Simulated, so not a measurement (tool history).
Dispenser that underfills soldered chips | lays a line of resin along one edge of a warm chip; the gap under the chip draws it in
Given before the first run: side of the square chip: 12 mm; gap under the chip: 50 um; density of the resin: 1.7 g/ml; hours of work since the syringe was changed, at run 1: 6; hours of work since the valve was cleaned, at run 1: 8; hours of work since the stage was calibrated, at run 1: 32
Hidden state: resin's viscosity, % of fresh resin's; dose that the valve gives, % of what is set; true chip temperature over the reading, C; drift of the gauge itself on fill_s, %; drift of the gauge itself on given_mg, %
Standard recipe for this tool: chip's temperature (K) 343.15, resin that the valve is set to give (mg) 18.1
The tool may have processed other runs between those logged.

run,hour,chip's temperature (K),resin that the valve is set to give (mg),hours of work since the syringe was changed,hours of work since the valve was cleaned,hours of work since the stage was calibrated,time until the resin shows at the far edge (s),resin that the valve gave (mg)
1,0,343.15,18.1,6,8,32,234.1,17.95
# hour 3.5: new syringe of resin
2,9,343.15,18.1,4,14,38,214.7,17.87
# hour 14.7: new syringe of resin
3,16.2,343.15,18.1,1,20,44,189.3,17.74
4,23.6,343.15,18.1,7,25,49,251.2,17.67
# hour 25.8: new syringe of resin
5,32.7,343.15,18.1,5,32,56,223,17.64
# hour 37.1: new syringe of resin
6,43,343.15,18.1,4,39,63,219.3,17.41
# hour 46.2: dispensing valve cleaned and set on the balance
# hour 49: new syringe of resin
7,51.9,343.15,18.1,2,4,69,206.1,18.04
8,58.7,338.15,18.1,7,9,74,322.7,18
# hour 60.4: new syringe of resin
9,65.8,338.15,18.1,4,14,79,273.2,17.82
# hour 71.5: new syringe of resin
10,74.6,343.15,18.1,2,21,85,201.1,17.69
# hour 82.9: new syringe of resin
11,84.8,335.15,18.1,1,28,93,285.1,17.56
# hour 94.2: new syringe of resin
12,94.7,343.15,15.6,0,35,100,193,15.03
# hour 102.5: dispensing valve cleaned and set on the balance
13,103.2,357.15,18.1,6,1,106,128.8,18.14
# hour 106.7: new syringe of resin
14,110,351.15,18.1,2,5,111,142.8,17.92
15,114.3,343.15,18.1,6,9,114,234.5,18
# hour 118: new syringe of resin
16,119.7,343.15,18.1,1,12,118,192.1,17.84
17,126.9,343.15,18.1,7,18,123,246.9,17.74
# hour 129.3: new syringe of resin
18,131.9,343.15,18.1,2,21,127,208.3,17.76
19,139.5,333.15,23.3,8,27,132,410.5,22.66
# hour 140.7: new syringe of resin
20,147.7,333.15,23.3,5,33,138,368.7,22.44
# hour 151.9: new syringe of resin
21,154.3,333.15,21.2,2,38,143,320.1,20.19
# hour 159.1: dispensing valve cleaned and set on the balance
22,161.6,333.15,21.2,6,2,148,391.9,21.16
# hour 163.9: new syringe of resin
23,171.7,354.15,22.3,6,9,155,147.2,22.1
# hour 174.9: new syringe of resin
24,181.7,354.15,18,5,16,162,143.5,17.73
# hour 186.3: new syringe of resin
25,191.8,354.15,18,4,24,169,136.8,17.47
# hour 197.6: new syringe of resin
26,197.7,357.15,19.8,0,28,174,100.1,19.37
27,204.9,357.15,19.8,5,33,179,129.6,19.09
# hour 209: new syringe of resin
28,210.1,343.15,16.6,1,37,183,197.4,15.98
# hour 216.1: dispensing valve cleaned and set on the balance
29,216.8,341.15,23.2,5,1,187,253.4,23.13
# hour 221.2: new syringe of resin
30,225.7,341.15,23.2,3,7,193,236.6,22.98
31,230.8,341.15,23.2,7,11,197,280.3,22.92
# hour 232.4: new syringe of resin
32,236.9,339.15,21.7,3,15,202,255.4,21.37
# hour 243.5: new syringe of resin
33,247.3,353.15,17.4,3,23,209,135.5,16.94
34,253.3,353.15,17.4,7,27,214,170.1,17.04

Below, each run's measurement less what the same run would have read without the hidden state. Both values contain the same run-to-run variation, but the gauge's scatter may not be the same in both:
run,time until the resin shows at the far edge (s),resin that the valve gave (mg)
1,+55.3,-0.06
2,+37.4,-0.18
3,+12.5,-0.27
4,+70,-0.37
5,+47.7,-0.49
6,+43.5,-0.61
7,+25.4,-0.1
8,+100,-0.19
9,+50.3,-0.28
10,+22.4,-0.39
11,+27.9,-0.52
12,+10.1,-0.54
13,+33.7,-0.03
14,+17.9,-0.11
15,+57.6,-0.16
16,+15.9,-0.23
17,+70.3,-0.32
18,+27.7,-0.4
19,+136.6,-0.65
20,+90.3,-0.76
21,+34.6,-0.79
22,+110.2,-0.05
23,+40,-0.22
24,+32.9,-0.3
25,+27.8,-0.43
26,+5.3,-0.56
27,+33.7,-0.67
28,+16.5,-0.61
29,+61.4,-0.06
30,+45.9,-0.18
31,+90.7,-0.27
32,+48.3,-0.35
33,+22.6,-0.4
34,+55.1,-0.49

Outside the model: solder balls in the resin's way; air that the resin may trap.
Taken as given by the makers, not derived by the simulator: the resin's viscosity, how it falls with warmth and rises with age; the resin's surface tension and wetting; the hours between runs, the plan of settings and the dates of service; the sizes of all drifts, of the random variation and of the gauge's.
